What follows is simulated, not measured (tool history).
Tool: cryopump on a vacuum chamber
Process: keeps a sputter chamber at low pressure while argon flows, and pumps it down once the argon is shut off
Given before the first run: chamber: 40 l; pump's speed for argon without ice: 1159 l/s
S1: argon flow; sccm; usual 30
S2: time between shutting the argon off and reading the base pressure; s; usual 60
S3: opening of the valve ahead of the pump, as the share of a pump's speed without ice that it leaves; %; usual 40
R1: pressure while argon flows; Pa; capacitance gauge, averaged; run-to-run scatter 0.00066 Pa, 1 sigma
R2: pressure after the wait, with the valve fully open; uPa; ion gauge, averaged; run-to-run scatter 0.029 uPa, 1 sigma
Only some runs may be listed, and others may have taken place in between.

run,day,S1,S2,S3,R1,R2
1,0.000,30,60,40,0.1183,4.07
2,1.921,30,60,40,0.1187,4.33
3,5.112,30,60,40,0.1206,4.35
4,7.125,30,60,40,0.1202,4.49
# day 9.517: pump warmed up, emptied and cooled again
5,9.521,30,60,40,0.1098,3.93
6,12.538,30,60,40,0.1127,4.12
7,14.854,30,60,40,0.1127,4.17
8,16.638,30,60,40,0.1118,4.47
9,19.146,30,60,40,0.1133,4.34
10,21.788,30,32,40,0.1141,5.50
11,23.529,30,32,40,0.1140,5.62
12,26.250,30,28,40,0.1160,6.09
13,28.854,30,60,40,0.1153,4.88
# day 29.671: leaking fittings of the chamber tightened, without venting
14,30.625,30,60,40,0.1170,1.48
15,33.483,30,60,19,0.2415,1.68
16,36.458,30,60,19,0.2394,1.77
17,38.212,30,60,19,0.2405,1.81
18,39.675,30,131,29,0.1614,1.20
19,43.004,21,243,38,0.0876,1.07
20,45.796,21,62,36,0.0937,2.04
# day 46.692: pump warmed up, emptied and cooled again
21,48.917,21,62,36,0.0858,1.91
22,52.071,39,198,22,0.2613,1.26
23,54.100,39,47,39,0.1494,2.49
24,56.696,39,47,39,0.1519,2.60
25,59.146,58,60,22,0.3951,2.39
26,62.112,58,60,22,0.3950,2.45
27,63.742,58,202,57,0.1595,1.69
28,65.967,58,202,57,0.1627,1.75
29,68.504,58,202,57,0.1650,1.86
30,71.612,30,40,40,0.1180,3.34
31,73.346,30,40,40,0.1182,3.44
32,76.638,14,23,26,0.0852,4.86
33,78.696,14,23,26,0.0843,5.04
34,82.158,12,60,40,0.0490,3.28

Branching from run 34: 3 alternative next runs. What would each branch give?
# day 83.808: pump warmed up, emptied and cooled again
A,83.975,30,60,30,?,?
# day 83.808: pump warmed up, emptied and cooled again
B,83.975,29,46,19,?,?
# day 83.808: pump warmed up, emptied and cooled again
C,83.975,18,221,23,?,?

run,R1,R2
A,0.1473,2.93
B,0.2254,3.32
C,0.1149,2.07
Had the tool no hidden state, the same runs would have come out as:
run,R1,R2
A,0.1454,1.41
B,0.2237,1.80
C,0.1138,0.54

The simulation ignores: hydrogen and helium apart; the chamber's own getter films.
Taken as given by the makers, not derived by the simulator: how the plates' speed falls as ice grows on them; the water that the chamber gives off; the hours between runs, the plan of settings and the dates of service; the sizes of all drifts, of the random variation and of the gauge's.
